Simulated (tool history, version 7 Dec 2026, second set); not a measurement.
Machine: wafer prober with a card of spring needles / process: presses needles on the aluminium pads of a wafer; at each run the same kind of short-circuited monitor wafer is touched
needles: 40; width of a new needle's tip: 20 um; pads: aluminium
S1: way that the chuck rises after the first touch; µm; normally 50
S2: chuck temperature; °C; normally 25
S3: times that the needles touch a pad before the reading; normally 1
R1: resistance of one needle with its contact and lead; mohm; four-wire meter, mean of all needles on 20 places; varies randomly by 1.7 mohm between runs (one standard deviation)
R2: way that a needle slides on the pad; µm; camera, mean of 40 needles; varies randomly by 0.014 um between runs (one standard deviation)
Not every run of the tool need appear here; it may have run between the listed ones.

run,day,S1,S2,S3,R1,R2
1,0,50,25,1,164,8.62
# day 0.292: tips cleaned on abrasive film
2,0.717,50,25,1,168,8.62
# day 0.758: tips cleaned on abrasive film
3,1.142,50,25,1,167,8.6
# day 1.233: tips cleaned on abrasive film
# day 1.704: tips cleaned on abrasive film
4,1.821,50,25,1,166,8.62
# day 2.204: tips cleaned on abrasive film
5,2.504,50,25,1,164,8.63
# day 2.679: tips cleaned on abrasive film
# day 3.138: tips cleaned on abrasive film
6,3.138,50,25,1,168,8.63
# day 3.592: tips cleaned on abrasive film
7,3.612,50,25,1,169,8.59
8,4,50,25,1,166,8.61
# day 4.092: tips cleaned on abrasive film
9,4.312,50,25,1,166,8.63
# day 4.608: tips cleaned on abrasive film
10,4.767,50,25,1,164,8.59
# day 5.071: tips cleaned on abrasive film
11,5.308,50,25,1,168,8.61
# day 5.529: tips cleaned on abrasive film
12,5.675,59,119,1,183,10.13
# day 6.008: tips cleaned on abrasive film
13,6.029,59,80,1,173,10.2
# day 6.5: tips cleaned on abrasive film
14,6.721,68,34,2,163,11.72
# day 6.983: tips cleaned on abrasive film
15,7.017,68,34,2,165,11.74
# day 7.467: tips cleaned on abrasive film
16,7.725,32,93,2,186,5.52
# day 7.942: tips cleaned on abrasive film
17,8.062,32,93,2,192,5.53
# day 8.396: tips cleaned on abrasive film
18,8.462,32,93,2,189,5.5
19,8.783,58,47,1,167,10.02
# day 8.875: tips cleaned on abrasive film
20,9.108,58,47,1,169,9.99
# day 9.392: tips cleaned on abrasive film
21,9.7,58,47,1,167,10

Below are 3 alternative next runs, each starting from the tool's condition after run 21. Predict each:
# day 9.867: tips cleaned on abrasive film
# day 10.362: tips cleaned on abrasive film
A,10.388,34,25,1,?,?
# day 9.867: tips cleaned on abrasive film
# day 10.362: tips cleaned on abrasive film
B,10.388,50,50,1,?,?
# day 9.867: tips cleaned on abrasive film
# day 10.362: tips cleaned on abrasive film
C,10.388,58,47,3,?,?

run,R1,R2
A,175,5.86
B,168,8.59
C,166,9.98
Stripped of hidden state, with their random variation kept, the same runs would have yielded:
run,R1,R2
A,175,5.86
B,168,8.59
C,166,9.98
